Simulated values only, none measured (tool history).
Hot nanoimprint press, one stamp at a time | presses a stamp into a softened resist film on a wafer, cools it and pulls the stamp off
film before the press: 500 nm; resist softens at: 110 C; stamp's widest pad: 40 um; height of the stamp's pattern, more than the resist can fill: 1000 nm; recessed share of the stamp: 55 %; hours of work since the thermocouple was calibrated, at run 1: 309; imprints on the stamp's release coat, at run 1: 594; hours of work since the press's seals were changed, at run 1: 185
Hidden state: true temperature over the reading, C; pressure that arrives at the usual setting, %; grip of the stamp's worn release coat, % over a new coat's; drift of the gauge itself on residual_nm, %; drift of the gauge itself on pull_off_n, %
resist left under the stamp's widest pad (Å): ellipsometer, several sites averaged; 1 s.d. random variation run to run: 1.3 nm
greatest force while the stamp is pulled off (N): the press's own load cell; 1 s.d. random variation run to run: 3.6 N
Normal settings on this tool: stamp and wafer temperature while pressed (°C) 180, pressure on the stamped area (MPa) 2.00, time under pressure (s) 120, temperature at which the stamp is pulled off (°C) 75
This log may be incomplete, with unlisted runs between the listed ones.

| run | hour | stamp and wafer temperature while pressed (°C) | pressure on the stamped area (MPa) | time under pressure (s) | temperature at which the stamp is pulled off (°C) | hours of work since the thermocouple was calibrated | imprints on the stamp's release coat | hours of work since the press's seals were changed | resist left under the stamp's widest pad (Å) | greatest force while the stamp is pulled off (N) |
|---|---|---|---|---|---|---|---|---|---|---|
| 1 | 0.0 | 180 | 2.00 | 120 | 75 | 309 | 594 | 185 | 2101 | 252 |
| 2 | 26.6 | 180 | 2.00 | 120 | 75 | 330 | 704 | 206 | 2078 | 248 |
|  | 49.4 | stamp cleaned and given a new release coat |
| 3 | 57.0 | 180 | 2.00 | 180 | 75 | 349 | 32 | 225 | 1765 | 215 |
| 4 | 72.7 | 180 | 2.00 | 180 | 75 | 361 | 97 | 238 | 1775 | 221 |
| 5 | 87.5 | 180 | 2.00 | 128 | 75 | 373 | 159 | 249 | 2006 | 223 |
| 6 | 103.2 | 180 | 2.00 | 128 | 75 | 385 | 224 | 262 | 2004 | 227 |
| 7 | 127.9 | 180 | 2.00 | 159 | 75 | 405 | 327 | 281 | 1840 | 232 |
| 8 | 146.1 | 180 | 2.26 | 120 | 75 | 419 | 403 | 295 | 1936 | 240 |
| 9 | 159.7 | 180 | 2.26 | 120 | 75 | 430 | 460 | 306 | 1945 | 234 |
| 10 | 171.9 | 180 | 2.26 | 120 | 75 | 439 | 510 | 316 | 1945 | 247 |
| 11 | 185.3 | 180 | 2.26 | 120 | 75 | 450 | 566 | 326 | 1946 | 248 |
| 12 | 203.6 | 180 | 2.26 | 115 | 75 | 464 | 642 | 341 | 1960 | 254 |
| 13 | 219.1 | 173 | 2.00 | 120 | 69 | 476 | 707 | 353 | 2876 | 292 |
|  | 234.9 | plate thermocouple calibrated |
| 14 | 237.0 | 179 | 1.92 | 120 | 75 | 2 | 769 | 365 | 2418 | 270 |
|  | 245.5 | stamp cleaned and given a new release coat |
| 15 | 271.0 | 188 | 2.39 | 120 | 68 | 24 | 106 | 387 | 1342 | 264 |
| 16 | 297.1 | 188 | 2.39 | 120 | 68 | 44 | 215 | 407 | 1326 | 268 |
| 17 | 322.1 | 178 | 2.78 | 120 | 75 | 64 | 319 | 427 | 2174 | 245 |
| 18 | 349.7 | 184 | 2.78 | 225 | 75 | 86 | 434 | 449 | 1164 | 254 |
| 19 | 368.0 | 173 | 1.26 | 180 | 80 | 100 | 510 | 463 | 3240 | 222 |
| 20 | 390.9 | 173 | 1.26 | 180 | 63 | 118 | 605 | 481 | 3240 | 334 |
| 21 | 415.7 | 179 | 2.81 | 120 | 63 | 138 | 709 | 501 | 2010 | 337 |
|  | 436.7 | stamp cleaned and given a new release coat |
| 22 | 437.2 | 179 | 2.81 | 120 | 63 | 150 | 3 | 513 | 2027 | 276 |
| 23 | 453.2 | 179 | 2.81 | 120 | 63 | 162 | 69 | 525 | 2039 | 277 |
| 24 | 480.1 | 180 | 2.30 | 120 | 75 | 184 | 181 | 546 | 2065 | 234 |

Here are 3 independent what-if runs from the current tool condition. What would each one return?
| A | 505.6 | 180 | 2.18 | 120 | 61 | 204 | 287 | 567 | ? | ? |
| B | 505.6 | 180 | 2.30 | 179 | 75 | 204 | 287 | 567 | ? | ? |
| C | 505.6 | 180 | 1.87 | 115 | 63 | 204 | 287 | 567 | ? | ? |

| run | resist left under the stamp's widest pad (Å) | greatest force while the stamp is pulled off (N) |
|---|---|---|
| A | 2087 | 315 |
| B | 1730 | 236 |
| C | 2258 | 297 |
Without the tool's unlogged condition, the same runs would have read:
| run | resist left under the stamp's widest pad (Å) | greatest force while the stamp is pulled off (N) |
|---|---|---|
| A | 2112 | 292 |
| B | 1750 | 220 |
| C | 2288 | 276 |

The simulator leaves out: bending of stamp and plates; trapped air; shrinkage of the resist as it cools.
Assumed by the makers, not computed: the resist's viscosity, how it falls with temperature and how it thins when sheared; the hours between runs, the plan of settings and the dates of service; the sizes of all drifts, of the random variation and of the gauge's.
